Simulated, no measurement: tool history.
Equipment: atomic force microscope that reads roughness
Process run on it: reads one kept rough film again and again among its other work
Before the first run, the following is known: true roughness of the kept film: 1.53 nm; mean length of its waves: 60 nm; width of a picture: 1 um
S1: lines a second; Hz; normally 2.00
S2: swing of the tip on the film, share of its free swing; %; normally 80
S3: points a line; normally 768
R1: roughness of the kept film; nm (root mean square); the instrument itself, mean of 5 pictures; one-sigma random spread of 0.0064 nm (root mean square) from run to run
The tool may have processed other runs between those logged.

run,day,S1,S2,S3,R1
1,0.000,2.00,80,768,1.197
# day 0.754: new tip fitted
2,1.658,2.00,80,366,1.218
3,3.346,2.00,80,396,1.176
# day 3.633: new tip fitted
4,5.071,2.00,80,396,1.204
5,6.154,2.00,81,768,1.171
# day 6.600: new tip fitted
6,6.938,2.00,80,768,1.246
7,8.083,2.00,80,681,1.209
# day 9.500: new tip fitted
8,9.500,2.00,80,681,1.237
9,10.900,1.31,80,768,1.281
10,11.717,3.26,80,768,1.077
# day 12.388: new tip fitted
11,13.567,2.00,80,768,1.214
12,14.992,2.00,80,768,1.180
# day 15.342: new tip fitted
13,16.533,2.00,80,768,1.220
14,17.954,0.51,80,768,1.340
# day 18.300: new tip fitted
15,19.542,2.00,80,818,1.209
16,20.900,2.00,80,818,1.173
# day 21.183: new tip fitted
17,22.583,2.00,80,818,1.196
18,24.008,2.00,80,818,1.169
# day 24.162: new tip fitted
19,25.608,2.00,80,818,1.213
# day 27.129: new tip fitted
20,27.338,2.00,88,660,1.154
21,28.625,2.00,88,534,1.121
22,29.838,2.00,80,699,1.173
# day 30.062: new tip fitted
23,31.096,2.00,88,595,1.130
24,32.354,0.71,84,452,1.293
# day 32.912: new tip fitted
25,33.183,0.71,84,452,1.365

What does the tool deliver on the next run?
26,34.575,2.00,82,416,?

R1: 1.174 nm (root mean square)
With no hidden state in the tool, this same run would have given R1 1.241 nm (root mean square).
